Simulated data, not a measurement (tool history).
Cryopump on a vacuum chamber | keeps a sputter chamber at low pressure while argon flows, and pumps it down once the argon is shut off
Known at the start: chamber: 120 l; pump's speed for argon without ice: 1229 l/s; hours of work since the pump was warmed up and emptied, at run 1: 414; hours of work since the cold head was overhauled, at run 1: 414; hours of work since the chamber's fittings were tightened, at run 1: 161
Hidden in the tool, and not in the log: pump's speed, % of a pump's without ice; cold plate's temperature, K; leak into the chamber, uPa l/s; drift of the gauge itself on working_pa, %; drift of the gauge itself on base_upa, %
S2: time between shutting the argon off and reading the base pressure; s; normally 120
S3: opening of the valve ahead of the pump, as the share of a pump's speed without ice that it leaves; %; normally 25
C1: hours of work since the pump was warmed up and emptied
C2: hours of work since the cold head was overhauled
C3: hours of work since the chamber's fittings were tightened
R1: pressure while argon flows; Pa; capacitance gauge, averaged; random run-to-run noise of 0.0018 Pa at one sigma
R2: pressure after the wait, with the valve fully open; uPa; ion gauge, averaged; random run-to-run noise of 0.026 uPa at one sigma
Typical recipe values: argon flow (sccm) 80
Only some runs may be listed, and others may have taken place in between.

{"run": 1, "day": 0.0, "argon flow (sccm)": 80, "S2": 120, "S3": 25, "C1": 414, "C2": 414, "C3": 161, "R1": 0.4532, "R2": 1.44}
{"run": 2, "day": 0.504, "argon flow (sccm)": 80, "S2": 120, "S3": 25, "C1": 421, "C2": 421, "C3": 168, "R1": 0.452, "R2": 1.45}
{"run": 3, "day": 1.196, "argon flow (sccm)": 80, "S2": 120, "S3": 25, "C1": 430, "C2": 430, "C3": 177, "R1": 0.4534, "R2": 1.41}
{"run": 4, "day": 1.833, "argon flow (sccm)": 136, "S2": 120, "S3": 25, "C1": 439, "C2": 439, "C3": 186, "R1": 0.7718, "R2": 1.5}
{"run": 5, "day": 2.804, "argon flow (sccm)": 80, "S2": 59, "S3": 25, "C1": 452, "C2": 452, "C3": 199, "R1": 0.454, "R2": 2.43}
{"run": 6, "day": 3.342, "argon flow (sccm)": 80, "S2": 120, "S3": 44, "C1": 459, "C2": 459, "C3": 207, "R1": 0.2632, "R2": 1.53}
{"run": 7, "day": 4.175, "argon flow (sccm)": 80, "S2": 120, "S3": 25, "C1": 471, "C2": 471, "C3": 218, "R1": 0.4581, "R2": 1.57}
{"run": 8, "day": 4.871, "argon flow (sccm)": 80, "S2": 120, "S3": 25, "C1": 480, "C2": 480, "C3": 227, "R1": 0.4517, "R2": 1.56}
{"run": 9, "day": 5.8, "argon flow (sccm)": 80, "S2": 45, "S3": 39, "C1": 493, "C2": 493, "C3": 240, "R1": 0.2971, "R2": 3.01}
{"run": 10, "day": 6.754, "argon flow (sccm)": 80, "S2": 57, "S3": 32, "C1": 506, "C2": 506, "C3": 253, "R1": 0.3575, "R2": 2.57}
{"run": 11, "day": 7.562, "argon flow (sccm)": 98, "S2": 60, "S3": 32, "C1": 517, "C2": 517, "C3": 264, "R1": 0.4389, "R2": 2.47}
{"run": 12, "day": 8.067, "argon flow (sccm)": 80, "S2": 41, "S3": 60, "C1": 524, "C2": 524, "C3": 271, "R1": 0.198, "R2": 3.4}
{"run": 13, "day": 8.554, "argon flow (sccm)": 80, "S2": 41, "S3": 60, "C1": 530, "C2": 530, "C3": 277, "R1": 0.1984, "R2": 3.36}
{"run": 14, "day": 9.329, "argon flow (sccm)": 45, "S2": 63, "S3": 47, "C1": 541, "C2": 541, "C3": 288, "R1": 0.1407, "R2": 2.47}
{"run": 15, "day": 10.183, "argon flow (sccm)": 107, "S2": 170, "S3": 43, "C1": 552, "C2": 552, "C3": 300, "R1": 0.361, "R2": 1.42}
{"run": 16, "day": 10.808, "argon flow (sccm)": 45, "S2": 59, "S3": 37, "C1": 561, "C2": 561, "C3": 308, "R1": 0.1771, "R2": 2.66}

Here are 4 independent what-if runs from the current tool condition. What would each one return?
{"run": "A", "day": 11.662, "argon flow (sccm)": 45, "S2": 59, "S3": 21, "C1": 573, "C2": 573, "C3": 320, "R1": "?", "R2": "?"}
{"run": "B", "day": 11.662, "argon flow (sccm)": 74, "S2": 222, "S3": 37, "C1": 573, "C2": 573, "C3": 320, "R1": "?", "R2": "?"}
{"run": "C", "day": 11.662, "argon flow (sccm)": 130, "S2": 59, "S3": 33, "C1": 573, "C2": 573, "C3": 320, "R1": "?", "R2": "?"}
{"run": "D", "day": 11.662, "argon flow (sccm)": 97, "S2": 96, "S3": 47, "C1": 573, "C2": 573, "C3": 320, "R1": "?", "R2": "?"}

run=A R1=0.3049 R2=2.63
run=B R1=0.2912 R2=1.31
run=C R1=0.5686 R2=2.65
run=D R1=0.3059 R2=1.88
Without the tool's unlogged condition, the same runs would have read:
run=A R1=0.2949 R2=2.08
run=B R1=0.2748 R2=0.76
run=C R1=0.5399 R2=2.11
run=D R1=0.2844 R2=1.34
